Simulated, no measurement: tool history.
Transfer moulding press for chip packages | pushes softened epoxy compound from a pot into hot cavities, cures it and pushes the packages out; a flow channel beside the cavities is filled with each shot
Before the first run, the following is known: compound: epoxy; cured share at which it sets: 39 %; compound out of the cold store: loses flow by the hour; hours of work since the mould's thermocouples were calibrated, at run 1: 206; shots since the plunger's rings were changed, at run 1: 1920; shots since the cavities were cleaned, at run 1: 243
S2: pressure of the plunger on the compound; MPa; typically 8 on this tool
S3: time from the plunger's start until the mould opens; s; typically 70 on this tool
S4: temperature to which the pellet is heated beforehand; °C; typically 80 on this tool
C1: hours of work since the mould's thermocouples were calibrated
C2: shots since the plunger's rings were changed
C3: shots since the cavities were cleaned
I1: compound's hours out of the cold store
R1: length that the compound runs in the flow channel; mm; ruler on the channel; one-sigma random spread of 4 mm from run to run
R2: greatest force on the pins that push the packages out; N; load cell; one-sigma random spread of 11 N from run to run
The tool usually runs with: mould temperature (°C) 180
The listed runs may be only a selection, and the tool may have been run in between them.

run 1 hour=0 | mould_temperature_(°C)=180 S2=8 S3=70 S4=80 | C1=206 C2=1920 C3=243 | I1=40.1 | R1=778 R2=485
run 2 hour=5.2 | mould_temperature_(°C)=180 S2=8 S3=70 S4=80 | C1=209 C2=2001 C3=324 | I1=33.5 | R1=799 R2=494
run 3 hour=11.9 | mould_temperature_(°C)=180 S2=8 S3=70 S4=80 | C1=213 C2=2105 C3=428 | I1=43.8 | R1=776 R2=488
-- hour=17.5 cavities cleaned with cleaning compound and waxed
run 4 hour=23.7 | mould_temperature_(°C)=180 S2=8 S3=70 S4=80 | C1=219 C2=2266 C3=96 | I1=14.5 | R1=836 R2=512
run 5 hour=32.7 | mould_temperature_(°C)=180 S2=6.07 S3=70 S4=80 | C1=225 C2=2406 C3=236 | I1=26.1 | R1=704 R2=528
run 6 hour=41 | mould_temperature_(°C)=180 S2=6.07 S3=70 S4=80 | C1=230 C2=2536 C3=366 | I1=34.4 | R1=682 R2=491
-- hour=49.9 cavities cleaned with cleaning compound and waxed
run 7 hour=52.8 | mould_temperature_(°C)=180 S2=8 S3=73 S4=80 | C1=236 C2=2696 C3=45 | I1=18.6 | R1=824 R2=468
run 8 hour=61.9 | mould_temperature_(°C)=180 S2=8 S3=54 S4=80 | C1=242 C2=2838 C3=187 | I1=41.6 | R1=775 R2=916
run 9 hour=69.2 | mould_temperature_(°C)=180 S2=8 S3=70 S4=80 | C1=246 C2=2952 C3=301 | I1=19.3 | R1=822 R2=514
run 10 hour=75 | mould_temperature_(°C)=180 S2=6.77 S3=70 S4=80 | C1=249 C2=3042 C3=391 | I1=30.6 | R1=734 R2=509
run 11 hour=80 | mould_temperature_(°C)=180 S2=6.14 S3=70 S4=80 | C1=253 C2=3120 C3=469 | I1=43.7 | R1=665 R2=491
-- hour=82.9 cavities cleaned with cleaning compound and waxed
run 12 hour=86.5 | mould_temperature_(°C)=186 S2=6.14 S3=70 S4=80 | C1=256 C2=3198 C3=57 | I1=22.1 | R1=702 R2=413
run 13 hour=92.4 | mould_temperature_(°C)=186 S2=6.14 S3=70 S4=80 | C1=259 C2=3290 C3=149 | I1=42.9 | R1=667 R2=412
run 14 hour=100.6 | mould_temperature_(°C)=186 S2=6.14 S3=70 S4=80 | C1=264 C2=3417 C3=276 | I1=25.7 | R1=704 R2=429
run 15 hour=107.3 | mould_temperature_(°C)=178 S2=6.29 S3=84 S4=89 | C1=268 C2=3522 C3=381 | I1=23.6 | R1=730 R2=447
-- hour=115.7 cavities cleaned with cleaning compound and waxed
run 16 hour=116.8 | mould_temperature_(°C)=178 S2=6.29 S3=84 S4=89 | C1=273 C2=3647 C3=18 | I1=14.5 | R1=751 R2=417
run 17 hour=126.9 | mould_temperature_(°C)=180 S2=6 S3=78 S4=80 | C1=279 C2=3803 C3=174 | I1=33.9 | R1=684 R2=429
run 18 hour=136 | mould_temperature_(°C)=180 S2=6 S3=78 S4=80 | C1=285 C2=3946 C3=317 | I1=32.6 | R1=692 R2=414
run 19 hour=140.8 | mould_temperature_(°C)=180 S2=6 S3=78 S4=80 | C1=288 C2=4020 C3=391 | I1=45.7 | R1=658 R2=431
-- hour=148.2 cavities cleaned with cleaning compound and waxed
run 20 hour=148.9 | mould_temperature_(°C)=180 S2=6 S3=78 S4=80 | C1=292 C2=4123 C3=11 | I1=8.7 | R1=741 R2=458
run 21 hour=157 | mould_temperature_(°C)=180 S2=8 S3=72 S4=80 | C1=297 C2=4249 C3=137 | I1=30.4 | R1=799 R2=474
run 22 hour=162.5 | mould_temperature_(°C)=180 S2=8 S3=66 S4=78 | C1=300 C2=4335 C3=223 | I1=11.4 | R1=850 R2=573
run 23 hour=168 | mould_temperature_(°C)=180 S2=8 S3=63 S4=88 | C1=303 C2=4420 C3=308 | I1=29.5 | R1=805 R2=580
run 24 hour=173.9 | mould_temperature_(°C)=180 S2=8 S3=63 S4=88 | C1=307 C2=4512 C3=400 | I1=24 | R1=819 R2=623
-- hour=180.7 cavities cleaned with cleaning compound and waxed
run 25 hour=182.6 | mould_temperature_(°C)=180 S2=8 S3=63 S4=88 | C1=311 C2=4625 C3=30 | I1=15.5 | R1=838 R2=631
run 26 hour=188.5 | mould_temperature_(°C)=183 S2=6.75 S3=52 S4=87 | C1=315 C2=4716 C3=121 | I1=34.3 | R1=725 R2=806
run 27 hour=196 | mould_temperature_(°C)=183 S2=6.75 S3=52 S4=87 | C1=319 C2=4833 C3=238 | I1=38.6 | R1=707 R2=811
run 28 hour=201.9 | mould_temperature_(°C)=180 S2=8 S3=70 S4=90 | C1=323 C2=4925 C3=330 | I1=28.9 | R1=801 R2=490

Branching from run 28: 3 alternative next runs. What would each branch give?
run A hour=206.7 | mould_temperature_(°C)=180 S2=8 S3=64 S4=80 | C1=326 C2=5000 C3=405 | I1=11.2 | R1=? R2=?
run B hour=206.7 | mould_temperature_(°C)=186 S2=8 S3=50 S4=90 | C1=326 C2=5000 C3=405 | I1=9.2 | R1=? R2=?
run C hour=206.7 | mould_temperature_(°C)=176 S2=6.49 S3=70 S4=87 | C1=326 C2=5000 C3=405 | I1=16.4 | R1=? R2=?

run=A R1=858 R2=630
run=B R1=839 R2=804
run=C R1=760 R2=627
Stripped of hidden state, with their random variation kept, the same runs would have yielded:
run=A R1=858 R2=623
run=B R1=840 R2=796
run=C R1=761 R2=621

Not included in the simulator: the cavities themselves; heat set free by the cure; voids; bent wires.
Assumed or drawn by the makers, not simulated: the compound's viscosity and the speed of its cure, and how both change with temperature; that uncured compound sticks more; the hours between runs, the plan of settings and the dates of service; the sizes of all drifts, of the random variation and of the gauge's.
